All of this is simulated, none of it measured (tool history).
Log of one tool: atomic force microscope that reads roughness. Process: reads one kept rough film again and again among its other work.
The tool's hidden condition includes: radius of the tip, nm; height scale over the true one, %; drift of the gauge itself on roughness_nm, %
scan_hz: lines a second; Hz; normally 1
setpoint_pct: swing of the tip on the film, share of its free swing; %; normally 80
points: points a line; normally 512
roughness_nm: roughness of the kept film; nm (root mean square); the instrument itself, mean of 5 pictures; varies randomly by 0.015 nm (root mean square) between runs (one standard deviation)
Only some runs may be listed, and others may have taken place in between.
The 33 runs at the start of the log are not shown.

run,hour,scan_hz,setpoint_pct,points,pictures with this tip,hours of work since the height scale was calibrated,roughness_nm
# hour 1334.5: height scale calibrated on a step standard, once more
34,1341.5,1.88,80,512,301,5,3.112
# hour 1346: new tip fitted
35,1388.8,1.09,69,381,84,37,3.683
36,1430.9,1.09,71,381,167,66,3.563
37,1453.2,1.09,71,381,211,81,3.483
38,1489.2,1.09,71,381,281,106,3.418
# hour 1503.9: new tip fitted
39,1540.1,1.09,71,381,71,141,3.725
40,1567.8,1.09,71,381,126,160,3.627
41,1609.6,2.69,80,733,208,189,3.056
42,1645.1,2.69,80,545,278,213,2.958
# hour 1660.7: new tip fitted
43,1670.1,1.42,73,312,19,230,3.674
44,1710,1.38,60,451,97,258,3.751
45,1761.2,3.76,79,818,198,293,2.904

3 ways to go on from here, each from the tool as it stands after run 45. What would each give?
A,1806.9,1.36,80,602,288,324,?
B,1806.9,3.76,76,417,288,324,?
C,1806.9,2.35,79,818,288,324,?

run,roughness_nm
A,3.273
B,2.884
C,3.096
The same runs, with their run-to-run variation unchanged, on a tool lacking any hidden condition would have given:
run,roughness_nm
A,3.638
B,3.206
C,3.441
